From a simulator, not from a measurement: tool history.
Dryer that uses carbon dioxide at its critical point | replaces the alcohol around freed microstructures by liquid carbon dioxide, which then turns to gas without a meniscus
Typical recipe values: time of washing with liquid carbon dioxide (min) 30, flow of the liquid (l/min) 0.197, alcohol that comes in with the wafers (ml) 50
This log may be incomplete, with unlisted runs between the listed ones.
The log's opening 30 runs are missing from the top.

run    hour  time of washing with liquid carbon dioxide (min)  flow of the liquid (l/min)  alcohol that comes in with the wafers (ml)  hours of work since the filter was changed  hours of work since the purifier's bed was changed  alcohol left in the vessel before it's heated (ppm by volume)
 31  1026.4                                                46                        0.22                                          27                                         151                                                 611                                                            178
 32  1072.3                                                46                       0.298                                          27                                         178                                                 639                                                            168
 33  1110.9                                                33                       0.124                                          51                                         201                                                 662                                                           3491
 34  1145.2                                                41                       0.133                                          63                                         222                                                 682                                                           1812
 35  1189.4                                                21                        0.15                                          63                                         248                                                 708                                                           8168
 36  1214.6                                                21                        0.15                                          63                                         263                                                 723                                                           8162
     1226.6  -- inlet filter changed
 37  1258.4                                                21                        0.15                                          63                                          19                                                 749                                                           5750
 38    1287                                                21                       0.135                                         119                                          36                                                 766                                                          14073
 39  1324.8                                                21                       0.212                                          93                                          59                                                 788                                                           3238
 40  1356.7                                                21                       0.212                                          93                                          78                                                 807                                                           3408
 41  1383.7                                                19                       0.212                                          22                                          94                                                 823                                                           1285

Predict the results of run 42:
 42  1410.8                                                19                       0.212                                          22                                         110                                                 840                                                              ?

alcohol left in the vessel before it's heated (ppm by volume): 1323
The same run, on a tool lacking any hidden state, would have yielded alcohol left in the vessel before it's heated (ppm by volume) 868.
